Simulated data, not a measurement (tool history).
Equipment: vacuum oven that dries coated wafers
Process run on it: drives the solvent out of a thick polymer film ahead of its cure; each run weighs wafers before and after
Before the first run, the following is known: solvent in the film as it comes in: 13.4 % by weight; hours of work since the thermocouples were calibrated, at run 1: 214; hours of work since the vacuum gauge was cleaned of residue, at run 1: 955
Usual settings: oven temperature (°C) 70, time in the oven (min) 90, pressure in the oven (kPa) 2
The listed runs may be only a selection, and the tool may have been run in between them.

run    hour  oven temperature (°C)  time in the oven (min)  pressure in the oven (kPa)  hours of work since the thermocouples were calibrated  hours of work since the vacuum gauge was cleaned of residue  solvent left in the film (%)
  1       0                     70                      90                           2                                                    214                                                          955                          2.09
  2    89.8                     70                      90                           2                                                    285                                                         1026                          2.11
  3   147.3                     70                      90                           2                                                    330                                                         1071                          2.09
  4   192.4                     70                      90                           2                                                    365                                                         1106                          2.05
  5     282                     70                      90                        4.22                                                    436                                                         1177                          3.02
  6   360.5                     70                      67                           2                                                    497                                                         1238                          3.04
  7   427.3                     70                      67                           2                                                    550                                                         1290                          3.01
      476.5  -- vacuum gauge cleaned of residue and calibrated
  8   503.1                     70                      67                           2                                                    608                                                           21                          2.89
  9   581.6                     70                      67                           2                                                    670                                                           83                          2.97
 10   635.6                     70                      67                           2                                                    712                                                          125                          2.99
 11   681.4                     70                      90                           2                                                    748                                                          161                          2.13
 12   739.3                     70                      90                           2                                                    793                                                          206                          2.08
 13   815.4                     70                      90                           2                                                    853                                                          266                          2.06
 14   881.8                     70                      90                           2                                                    905                                                          318                          2.06
 15   975.8                     70                      90                           2                                                    979                                                          392                          1.99
 16  1054.8                     70                      90                           2                                                   1041                                                          454                          2.07
 17  1099.8                     67                     131                        4.57                                                   1076                                                          489                          2.86
     1158.3  -- oven's thermocouples calibrated
 18  1190.8                     71                     104                           2                                                     26                                                          559                          1.56
 19  1279.7                     71                     104                           2                                                     95                                                          629                          1.58
 20  1357.2                     71                      95                        6.45                                                    156                                                          690                          3.46
 21  1441.8                     63                      56                        6.45                                                    222                                                          756                          6.88
 22    1504                     55                      46                        5.43                                                    271                                                          805                          8.96
 23  1580.4                     74                     115                        1.48                                                    331                                                          865                          0.83
 24  1647.1                     76                      82                           2                                                    384                                                          917                          1.41
 25  1694.4                     70                      75                        3.31                                                    421                                                          954                          3.08
 26  1745.2                     70                     119                        4.59                                                    461                                                          994                          2.54
 27  1836.6                     81                      60                        4.59                                                    532                                                         1066                          2.18
 28  1915.1                     70                      53                           2                                                    594                                                         1127                          3.72
 29  1995.7                     63                      62                        7.32                                                    657                                                         1191                          7.03
 30  2084.6                     70                      59                        4.46                                                    727                                                         1261                          4.24

Alternative continuations, all from the tool just after run 30; predict every row:
  A  2148.8                     59                      53                        1.18                                                    777                                                         1311                             ?
  B  2148.8                     71                      45                        6.36                                                    777                                                         1311                             ?
  C  2148.8                     70                      59                        1.67                                                    777                                                         1311                             ?

run  solvent left in the film (%)
  A                          5.99
  B                          5.55
  C                          3.27
Had the tool no hidden state, the same runs would have come out as:
run  solvent left in the film (%)
  A                          5.97
  B                          5.53
  C                          3.25
